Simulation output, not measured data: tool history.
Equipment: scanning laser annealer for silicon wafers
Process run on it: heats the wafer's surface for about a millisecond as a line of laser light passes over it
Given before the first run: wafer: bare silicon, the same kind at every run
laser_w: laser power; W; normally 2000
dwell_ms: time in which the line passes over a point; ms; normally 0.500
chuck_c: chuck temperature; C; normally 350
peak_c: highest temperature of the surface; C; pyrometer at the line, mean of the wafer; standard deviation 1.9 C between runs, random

| run | hour | laser_w | dwell_ms | chuck_c | peak_c |
|---|---|---|---|---|---|
| 1 | 0.0 | 2000 | 0.500 | 350 | 1081 |
| 2 | 37.7 | 2000 | 0.500 | 377 | 1105 |
| 3 | 65.3 | 2000 | 0.351 | 377 | 969 |
| 4 | 95.4 | 2000 | 0.351 | 377 | 970 |
| 5 | 130.9 | 2000 | 0.351 | 377 | 966 |
| 6 | 161.9 | 2000 | 0.351 | 377 | 965 |
| 7 | 221.0 | 2000 | 0.351 | 377 | 962 |
| 8 | 277.9 | 2000 | 0.351 | 377 | 963 |
| 9 | 305.0 | 2000 | 0.351 | 377 | 963 |
| 10 | 353.7 | 2000 | 0.500 | 379 | 1094 |
| 11 | 404.7 | 2000 | 0.500 | 358 | 1075 |
| 12 | 454.3 | 2000 | 0.369 | 350 | 949 |
| 13 | 513.0 | 2000 | 0.369 | 350 | 946 |
| 14 | 559.9 | 2000 | 0.369 | 350 | 945 |
| 15 | 596.3 | 2000 | 0.369 | 350 | 946 |
| 16 | 636.4 | 2000 | 0.592 | 346 | 1131 |
| 17 | 671.0 | 2132 | 0.360 | 312 | 950 |
| 18 | 711.7 | 2132 | 0.360 | 312 | 947 |
| 19 | 773.1 | 2124 | 0.500 | 365 | 1130 |
|  | 778.1 | window over the wafer cleaned |
| 20 | 811.8 | 2057 | 0.455 | 357 | 1070 |
| 21 | 850.4 | 2000 | 0.444 | 325 | 1005 |
| 22 | 900.4 | 2000 | 0.405 | 313 | 955 |
|  | 911.1 | optics aligned, line set to its width |
| 23 | 955.6 | 1822 | 0.405 | 333 | 921 |
| 24 | 994.4 | 1905 | 0.472 | 333 | 1011 |
| 25 | 1049.2 | 1905 | 0.601 | 364 | 1146 |
| 26 | 1095.3 | 1856 | 0.601 | 368 | 1123 |
| 27 | 1121.1 | 1828 | 0.564 | 373 | 1085 |
| 28 | 1146.5 | 1726 | 0.491 | 316 | 925 |

Here are 4 independent what-if runs from the current tool condition. What would each one return?
| A | 1174.9 | 2138 | 0.388 | 316 | ? |
| B | 1174.9 | 2000 | 0.500 | 318 | ? |
| C | 1174.9 | 1886 | 0.580 | 379 | ? |
| D | 1174.9 | 1731 | 0.589 | 384 | ? |

| run | peak_c |
|---|---|
| A | 1013 |
| B | 1061 |
| C | 1130 |
| D | 1063 |
Without the tool's hidden state the same runs would have given:
| run | peak_c |
|---|---|
| A | 1027 |
| B | 1075 |
| C | 1145 |
| D | 1076 |
